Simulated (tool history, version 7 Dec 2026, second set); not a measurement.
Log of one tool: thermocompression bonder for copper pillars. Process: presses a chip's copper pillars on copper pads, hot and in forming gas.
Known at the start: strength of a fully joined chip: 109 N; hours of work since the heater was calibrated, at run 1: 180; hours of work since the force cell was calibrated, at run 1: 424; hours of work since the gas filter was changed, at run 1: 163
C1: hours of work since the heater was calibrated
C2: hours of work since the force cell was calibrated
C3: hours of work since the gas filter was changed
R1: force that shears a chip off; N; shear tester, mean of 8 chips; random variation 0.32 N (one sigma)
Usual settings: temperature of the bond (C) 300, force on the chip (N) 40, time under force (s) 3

run 1 hour=0.0 | temperature_of_the_bond_(C)=300 force_on_the_chip_(N)=40 time_under_force_(s)=3 | C1=180 C2=424 C3=163 | R1=69.2
run 2 hour=29.8 | temperature_of_the_bond_(C)=300 force_on_the_chip_(N)=40 time_under_force_(s)=3 | C1=194 C2=438 C3=177 | R1=68.6
run 3 hour=58.7 | temperature_of_the_bond_(C)=300 force_on_the_chip_(N)=40 time_under_force_(s)=3 | C1=207 C2=452 C3=191 | R1=69.4
-- hour=63.5 forming gas filter changed
run 4 hour=74.7 | temperature_of_the_bond_(C)=300 force_on_the_chip_(N)=40 time_under_force_(s)=2 | C1=215 C2=459 C3=5 | R1=65.8
run 5 hour=95.7 | temperature_of_the_bond_(C)=300 force_on_the_chip_(N)=40 time_under_force_(s)=2 | C1=224 C2=469 C3=15 | R1=65.4
run 6 hour=123.1 | temperature_of_the_bond_(C)=327 force_on_the_chip_(N)=40 time_under_force_(s)=3 | C1=237 C2=482 C3=28 | R1=92.0
run 7 hour=151.5 | temperature_of_the_bond_(C)=327 force_on_the_chip_(N)=40 time_under_force_(s)=3 | C1=251 C2=495 C3=41 | R1=91.4
run 8 hour=172.9 | temperature_of_the_bond_(C)=300 force_on_the_chip_(N)=40 time_under_force_(s)=5 | C1=261 C2=505 C3=51 | R1=82.0
run 9 hour=193.8 | temperature_of_the_bond_(C)=300 force_on_the_chip_(N)=40 time_under_force_(s)=5 | C1=270 C2=515 C3=61 | R1=82.3
run 10 hour=206.8 | temperature_of_the_bond_(C)=300 force_on_the_chip_(N)=40 time_under_force_(s)=5 | C1=277 C2=521 C3=67 | R1=82.0
run 11 hour=220.0 | temperature_of_the_bond_(C)=300 force_on_the_chip_(N)=40 time_under_force_(s)=3 | C1=283 C2=527 C3=73 | R1=72.3
run 12 hour=235.9 | temperature_of_the_bond_(C)=300 force_on_the_chip_(N)=40 time_under_force_(s)=3 | C1=290 C2=534 C3=81 | R1=72.2
run 13 hour=256.6 | temperature_of_the_bond_(C)=300 force_on_the_chip_(N)=40 time_under_force_(s)=3 | C1=300 C2=544 C3=91 | R1=72.7
run 14 hour=271.8 | temperature_of_the_bond_(C)=300 force_on_the_chip_(N)=40 time_under_force_(s)=3 | C1=307 C2=551 C3=98 | R1=71.3
run 15 hour=284.1 | temperature_of_the_bond_(C)=326 force_on_the_chip_(N)=40 time_under_force_(s)=3 | C1=313 C2=557 C3=103 | R1=88.2
run 16 hour=307.5 | temperature_of_the_bond_(C)=326 force_on_the_chip_(N)=40 time_under_force_(s)=3 | C1=324 C2=568 C3=114 | R1=86.8
run 17 hour=336.6 | temperature_of_the_bond_(C)=326 force_on_the_chip_(N)=40 time_under_force_(s)=3 | C1=337 C2=582 C3=128 | R1=86.9
run 18 hour=355.0 | temperature_of_the_bond_(C)=326 force_on_the_chip_(N)=40 time_under_force_(s)=3 | C1=346 C2=590 C3=137 | R1=86.7
run 19 hour=375.2 | temperature_of_the_bond_(C)=326 force_on_the_chip_(N)=40 time_under_force_(s)=3 | C1=356 C2=600 C3=146 | R1=86.8
-- hour=379.3 force cell calibrated
run 20 hour=404.8 | temperature_of_the_bond_(C)=326 force_on_the_chip_(N)=40 time_under_force_(s)=3 | C1=369 C2=12 C3=159 | R1=87.3
run 21 hour=429.7 | temperature_of_the_bond_(C)=326 force_on_the_chip_(N)=40 time_under_force_(s)=3 | C1=380 C2=24 C3=171 | R1=86.1
run 22 hour=446.3 | temperature_of_the_bond_(C)=298 force_on_the_chip_(N)=39 time_under_force_(s)=7 | C1=388 C2=31 C3=179 | R1=82.6
run 23 hour=464.1 | temperature_of_the_bond_(C)=298 force_on_the_chip_(N)=39 time_under_force_(s)=7 | C1=397 C2=40 C3=187 | R1=82.8
-- hour=476.6 forming gas filter changed
run 24 hour=478.9 | temperature_of_the_bond_(C)=300 force_on_the_chip_(N)=40 time_under_force_(s)=2 | C1=403 C2=46 C3=1 | R1=68.5
run 25 hour=500.8 | temperature_of_the_bond_(C)=300 force_on_the_chip_(N)=40 time_under_force_(s)=3 | C1=413 C2=57 C3=11 | R1=75.8
-- hour=510.9 force cell calibrated, once more
run 26 hour=523.3 | temperature_of_the_bond_(C)=270 force_on_the_chip_(N)=39 time_under_force_(s)=2 | C1=423 C2=6 C3=21 | R1=42.1
run 27 hour=538.4 | temperature_of_the_bond_(C)=303 force_on_the_chip_(N)=33 time_under_force_(s)=2 | C1=430 C2=13 C3=28 | R1=59.8
run 28 hour=553.5 | temperature_of_the_bond_(C)=303 force_on_the_chip_(N)=33 time_under_force_(s)=7 | C1=437 C2=20 C3=35 | R1=84.6
run 29 hour=581.4 | temperature_of_the_bond_(C)=300 force_on_the_chip_(N)=42 time_under_force_(s)=3 | C1=451 C2=33 C3=48 | R1=74.8
run 30 hour=597.7 | temperature_of_the_bond_(C)=300 force_on_the_chip_(N)=42 time_under_force_(s)=4 | C1=458 C2=41 C3=56 | R1=80.2
run 31 hour=627.4 | temperature_of_the_bond_(C)=300 force_on_the_chip_(N)=42 time_under_force_(s)=4 | C1=472 C2=55 C3=70 | R1=79.4
run 32 hour=646.5 | temperature_of_the_bond_(C)=301 force_on_the_chip_(N)=40 time_under_force_(s)=2 | C1=481 C2=64 C3=79 | R1=64.9
run 33 hour=673.5 | temperature_of_the_bond_(C)=290 force_on_the_chip_(N)=51 time_under_force_(s)=2 | C1=494 C2=76 C3=92 | R1=64.6
run 34 hour=689.8 | temperature_of_the_bond_(C)=281 force_on_the_chip_(N)=40 time_under_force_(s)=7 | C1=501 C2=84 C3=99 | R1=72.7
run 35 hour=708.3 | temperature_of_the_bond_(C)=319 force_on_the_chip_(N)=24 time_under_force_(s)=6 | C1=510 C2=93 C3=108 | R1=80.0
run 36 hour=737.1 | temperature_of_the_bond_(C)=319 force_on_the_chip_(N)=24 time_under_force_(s)=6 | C1=524 C2=106 C3=121 | R1=79.3
run 37 hour=765.5 | temperature_of_the_bond_(C)=319 force_on_the_chip_(N)=24 time_under_force_(s)=5 | C1=537 C2=119 C3=135 | R1=75.7
run 38 hour=790.7 | temperature_of_the_bond_(C)=300 force_on_the_chip_(N)=28 time_under_force_(s)=2 | C1=549 C2=131 C3=147 | R1=50.2
run 39 hour=810.2 | temperature_of_the_bond_(C)=300 force_on_the_chip_(N)=40 time_under_force_(s)=4 | C1=558 C2=140 C3=156 | R1=75.3
run 40 hour=834.1 | temperature_of_the_bond_(C)=300 force_on_the_chip_(N)=40 time_under_force_(s)=2 | C1=569 C2=152 C3=167 | R1=62.1
run 41 hour=855.6 | temperature_of_the_bond_(C)=312 force_on_the_chip_(N)=36 time_under_force_(s)=2 | C1=579 C2=162 C3=177 | R1=66.4

Forecast each of these 3 alternatives for the next run:
run A hour=885.2 | temperature_of_the_bond_(C)=301 force_on_the_chip_(N)=53 time_under_force_(s)=4 | C1=593 C2=175 C3=191 | R1=?
run B hour=885.2 | temperature_of_the_bond_(C)=312 force_on_the_chip_(N)=33 time_under_force_(s)=2 | C1=593 C2=175 C3=191 | R1=?
run C hour=885.2 | temperature_of_the_bond_(C)=292 force_on_the_chip_(N)=57 time_under_force_(s)=4 | C1=593 C2=175 C3=191 | R1=?

run=A R1=83.6
run=B R1=63.4
run=C R1=80.6
Without the tool's hidden state the same runs would have given:
run=A R1=88.2
run=B R1=65.9
run=C R1=84.6
